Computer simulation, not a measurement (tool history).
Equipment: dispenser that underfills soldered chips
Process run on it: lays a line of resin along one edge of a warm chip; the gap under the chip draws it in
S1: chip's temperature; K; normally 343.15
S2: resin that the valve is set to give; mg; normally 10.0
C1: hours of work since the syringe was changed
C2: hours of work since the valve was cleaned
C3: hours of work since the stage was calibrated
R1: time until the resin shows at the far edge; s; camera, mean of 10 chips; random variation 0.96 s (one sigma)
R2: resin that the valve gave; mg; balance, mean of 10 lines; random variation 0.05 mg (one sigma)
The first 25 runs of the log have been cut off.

| run | day | S1 | S2 | C1 | C2 | C3 | R1 | R2 |
|---|---|---|---|---|---|---|---|---|
| 26 | 3.946 | 343.15 | 10.2 | 4 | 38 | 96 | 100.3 | 9.84 |
| 27 | 4.133 | 343.15 | 10.2 | 7 | 41 | 100 | 110.5 | 9.90 |
|  | 4.175 | new syringe of resin |
| 28 | 4.242 | 355.15 | 9.1 | 1 | 43 | 102 | 52.5 | 8.88 |
|  | 4.329 | dispensing valve cleaned and set on the balance |
| 29 | 4.450 | 338.15 | 10.5 | 4 | 2 | 105 | 130.7 | 10.53 |
|  | 4.642 | new syringe of resin |
| 30 | 4.658 | 354.15 | 10.4 | 0 | 6 | 109 | 51.5 | 10.29 |
| 31 | 4.771 | 354.15 | 10.4 | 3 | 8 | 111 | 55.9 | 10.22 |
| 32 | 4.929 | 354.15 | 10.4 | 5 | 11 | 114 | 62.9 | 10.23 |
| 33 | 5.021 | 354.15 | 10.4 | 7 | 13 | 116 | 64.6 | 10.23 |
|  | 5.062 | new syringe of resin |
| 34 | 5.142 | 354.15 | 10.4 | 2 | 15 | 118 | 55.3 | 10.19 |
| 35 | 5.304 | 341.15 | 10.8 | 5 | 18 | 121 | 111.0 | 10.64 |

Each row is a separate what-if for the run after 35, all from the same tool condition, not one after another. Results?
| A | 5.442 | 333.15 | 12.3 | 7 | 21 | 123 | ? | ? |
| B | 5.442 | 351.15 | 9.8 | 7 | 21 | 123 | ? | ? |
| C | 5.442 | 350.15 | 9.8 | 7 | 21 | 123 | ? | ? |
| D | 5.442 | 349.15 | 9.5 | 7 | 21 | 123 | ? | ? |

| run | R1 | R2 |
|---|---|---|
| A | 179.2 | 12.13 |
| B | 76.4 | 9.69 |
| C | 79.9 | 9.60 |
| D | 85.2 | 9.30 |
Had the tool no hidden state, the same runs would have come out as:
| run | R1 | R2 |
|---|---|---|
| A | 147.8 | 12.34 |
| B | 62.6 | 9.85 |
| C | 65.7 | 9.76 |
| D | 70.0 | 9.46 |

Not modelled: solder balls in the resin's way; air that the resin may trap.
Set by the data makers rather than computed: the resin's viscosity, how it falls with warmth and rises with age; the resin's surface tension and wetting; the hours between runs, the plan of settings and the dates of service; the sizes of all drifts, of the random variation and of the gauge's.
